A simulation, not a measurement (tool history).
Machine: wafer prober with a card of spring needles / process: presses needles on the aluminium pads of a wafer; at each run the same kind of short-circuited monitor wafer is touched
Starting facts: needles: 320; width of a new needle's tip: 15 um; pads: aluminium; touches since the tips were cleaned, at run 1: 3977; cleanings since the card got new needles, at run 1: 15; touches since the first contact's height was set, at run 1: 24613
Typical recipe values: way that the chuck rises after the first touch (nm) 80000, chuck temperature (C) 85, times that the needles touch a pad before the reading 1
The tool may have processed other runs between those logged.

run,hour,way that the chuck rises after the first touch (nm),chuck temperature (C),times that the needles touch a pad before the reading,touches since the tips were cleaned,cleanings since the card got new needles,touches since the first contact's height was set,resistance of one needle with its contact and lead (mohm),way that a needle slides on the pad (nm)
1,0.0,80000,85,1,3977,15,24613,261,15730
# hour 9.8: tips cleaned on abrasive film
# hour 29.4: tips cleaned on abrasive film
2,35.5,80000,85,1,2602,17,39606,261,15620
# hour 47.0: tips cleaned on abrasive film
# hour 65.2: tips cleaned on abrasive film
3,68.3,80000,31,1,1323,19,53490,247,15710
# hour 82.9: tips cleaned on abrasive film
# hour 101.0: tips cleaned on abrasive film
4,108.9,80000,31,1,3369,21,70652,248,15680
# hour 119.5: tips cleaned on abrasive film
5,129.7,80000,85,1,4322,22,79440,255,15670
# hour 139.4: tips cleaned on abrasive film
6,150.9,80000,85,1,4880,23,88391,257,15720
# hour 155.9: tips cleaned on abrasive film
# hour 172.8: tips cleaned on abrasive film
# hour 179.5: height of the first contact set anew
# hour 191.4: tips cleaned on abrasive film
7,193.8,80000,85,1,1051,26,6074,257,15690
# hour 209.1: tips cleaned on abrasive film
8,218.9,80000,85,1,4137,27,16668,256,15690
# hour 226.2: tips cleaned on abrasive film
9,239.7,80000,85,1,5728,28,25458,257,15640
# hour 244.5: tips cleaned on abrasive film
# hour 264.3: tips cleaned on abrasive film
# hour 280.8: tips cleaned on abrasive film
10,281.8,80000,41,1,459,31,43259,250,15670
# hour 300.4: tips cleaned on abrasive film
11,300.7,80000,41,1,138,32,51248,248,15700
# hour 318.4: tips cleaned on abrasive film
12,319.6,80000,85,1,492,33,59207,261,15610
# hour 336.2: tips cleaned on abrasive film
# hour 353.8: tips cleaned on abrasive film
13,359.2,80000,85,2,2279,35,75974,255,15660
# hour 370.9: tips cleaned on abrasive film
# hour 389.5: tips cleaned on abrasive film
14,392.2,80000,54,1,1182,37,89925,252,15660
# hour 407.6: tips cleaned on abrasive film
# hour 416.1: height of the first contact set anew
15,416.1,80000,54,2,3483,38,0,246,15690
# hour 424.8: tips cleaned on abrasive film
# hour 442.8: tips cleaned on abrasive film
16,451.7,80000,54,2,3788,40,15044,258,15600
# hour 461.5: tips cleaned on abrasive film
# hour 478.9: tips cleaned on abrasive film
17,494.5,80000,33,2,6625,42,33156,247,15640
# hour 497.3: tips cleaned on abrasive film
# hour 516.2: tips cleaned on abrasive film
18,519.3,83000,63,2,1308,44,43625,254,16240
# hour 534.6: tips cleaned on abrasive film
# hour 552.2: tips cleaned on abrasive film
19,560.3,65000,85,1,3437,46,60960,260,12730
# hour 570.5: tips cleaned on abrasive film
20,578.1,98000,85,1,3226,47,68461,259,19160
# hour 589.8: tips cleaned on abrasive film
# hour 606.3: tips cleaned on abrasive film
21,619.3,74000,85,1,5528,49,85898,266,14480
# hour 626.0: tips cleaned on abrasive film
# hour 642.9: tips cleaned on abrasive film
22,642.9,72000,84,1,0,51,95860,264,14040
# hour 652.9: height of the first contact set anew
# hour 661.2: tips cleaned on abrasive film
23,672.0,62000,113,1,4617,52,8068,271,12090
# hour 678.8: tips cleaned on abrasive film
# hour 695.9: tips cleaned on abrasive film
24,710.9,62000,113,1,6409,54,24528,270,12080
# hour 714.7: tips cleaned on abrasive film
# hour 733.1: tips cleaned on abrasive film
# hour 750.0: tips cleaned on abrasive film
25,750.0,76000,39,2,0,57,41004,250,14830
# hour 768.0: tips cleaned on abrasive film
26,768.0,86000,61,2,0,58,48611,253,16730
# hour 786.0: tips cleaned on abrasive film
27,801.8,80000,89,1,6686,59,62919,259,15610
# hour 805.0: tips cleaned on abrasive film
# hour 821.5: tips cleaned on abrasive film
28,821.5,80000,89,1,0,61,71206,263,15610
# hour 839.2: tips cleaned on abrasive film
29,839.7,64000,89,2,247,62,78922,262,12480
# hour 856.1: tips cleaned on abrasive film
30,864.4,98000,38,2,3532,63,89381,246,19190

Forecast each of these 4 alternatives for the next run:
# hour 873.6: tips cleaned on abrasive film
# hour 891.9: tips cleaned on abrasive film
# hour 892.2: height of the first contact set anew
A,901.9,98000,38,1,4107,65,4107,?,?
# hour 873.6: tips cleaned on abrasive film
# hour 891.9: tips cleaned on abrasive film
# hour 892.2: height of the first contact set anew
B,901.9,80000,63,2,4107,65,4107,?,?
# hour 873.6: tips cleaned on abrasive film
# hour 891.9: tips cleaned on abrasive film
# hour 892.2: height of the first contact set anew
C,901.9,85000,52,2,4107,65,4107,?,?
# hour 873.6: tips cleaned on abrasive film
# hour 891.9: tips cleaned on abrasive film
# hour 892.2: height of the first contact set anew
D,901.9,80000,54,1,4107,65,4107,?,?

run,resistance of one needle with its contact and lead (mohm),way that a needle slides on the pad (nm)
A,249,19160
B,253,15610
C,249,16600
D,252,15570
Stripped of hidden state, with their random variation kept, the same runs would have yielded:
run,resistance of one needle with its contact and lead (mohm),way that a needle slides on the pad (nm)
A,249,19270
B,253,15700
C,249,16690
D,251,15660
